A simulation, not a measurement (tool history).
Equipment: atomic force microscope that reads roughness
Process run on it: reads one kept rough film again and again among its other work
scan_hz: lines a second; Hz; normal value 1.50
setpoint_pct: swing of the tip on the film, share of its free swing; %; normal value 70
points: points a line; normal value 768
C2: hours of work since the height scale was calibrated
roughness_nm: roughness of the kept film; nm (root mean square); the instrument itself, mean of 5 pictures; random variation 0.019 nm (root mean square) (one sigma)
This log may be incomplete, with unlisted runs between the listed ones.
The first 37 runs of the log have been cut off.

run 38 hour=1943.1 | scan_hz=3.68 setpoint_pct=65 points=589 | pictures_with_this_tip=119 C2=476 | roughness_nm=3.836
run 39 hour=1985.9 | scan_hz=3.68 setpoint_pct=65 points=589 | pictures_with_this_tip=182 C2=502 | roughness_nm=3.587
-- hour=1991.6 new tip fitted
run 40 hour=2057.1 | scan_hz=1.50 setpoint_pct=76 points=768 | pictures_with_this_tip=96 C2=547 | roughness_nm=3.964
-- hour=2119.6 new tip fitted
run 41 hour=2130.1 | scan_hz=1.84 setpoint_pct=67 points=524 | pictures_with_this_tip=16 C2=592 | roughness_nm=4.405
run 42 hour=2183.1 | scan_hz=1.50 setpoint_pct=59 points=952 | pictures_with_this_tip=94 C2=625 | roughness_nm=4.075
run 43 hour=2228.7 | scan_hz=3.82 setpoint_pct=57 points=348 | pictures_with_this_tip=161 C2=654 | roughness_nm=3.678
-- hour=2248.3 new tip fitted
run 44 hour=2261.7 | scan_hz=3.83 setpoint_pct=75 points=348 | pictures_with_this_tip=20 C2=674 | roughness_nm=4.112
run 45 hour=2310.3 | scan_hz=0.56 setpoint_pct=84 points=768 | pictures_with_this_tip=91 C2=705 | roughness_nm=4.068
run 46 hour=2373.3 | scan_hz=0.56 setpoint_pct=84 points=768 | pictures_with_this_tip=184 C2=744 | roughness_nm=3.691
-- hour=2379.8 new tip fitted
run 47 hour=2450.2 | scan_hz=0.82 setpoint_pct=60 points=367 | pictures_with_this_tip=104 C2=792 | roughness_nm=3.979
run 48 hour=2498.7 | scan_hz=0.82 setpoint_pct=64 points=894 | pictures_with_this_tip=175 C2=823 | roughness_nm=3.696
-- hour=2508.7 new tip fitted
run 49 hour=2536.7 | scan_hz=0.82 setpoint_pct=75 points=362 | pictures_with_this_tip=41 C2=846 | roughness_nm=4.320
run 50 hour=2590.8 | scan_hz=0.82 setpoint_pct=75 points=362 | pictures_with_this_tip=121 C2=880 | roughness_nm=3.988
-- hour=2635.2 new tip fitted
run 51 hour=2635.2 | scan_hz=1.85 setpoint_pct=83 points=823 | pictures_with_this_tip=0 C2=908 | roughness_nm=4.371

Predict each of these 4 candidate next runs independently; none follows another, all start after run 51:
run A hour=2699.7 | scan_hz=0.75 setpoint_pct=60 points=590 | pictures_with_this_tip=94 C2=948 | roughness_nm=?
run B hour=2699.7 | scan_hz=0.87 setpoint_pct=63 points=428 | pictures_with_this_tip=94 C2=948 | roughness_nm=?
run C hour=2699.7 | scan_hz=1.02 setpoint_pct=76 points=823 | pictures_with_this_tip=94 C2=948 | roughness_nm=?
run D hour=2699.7 | scan_hz=0.56 setpoint_pct=57 points=342 | pictures_with_this_tip=94 C2=948 | roughness_nm=?

run=A roughness_nm=4.119
run=B roughness_nm=4.099
run=C roughness_nm=4.062
run=D roughness_nm=4.101
Take away the tool's hidden state, keep each run's random variation, and the runs would have read:
run=A roughness_nm=4.657
run=B roughness_nm=4.634
run=C roughness_nm=4.593
run=D roughness_nm=4.638
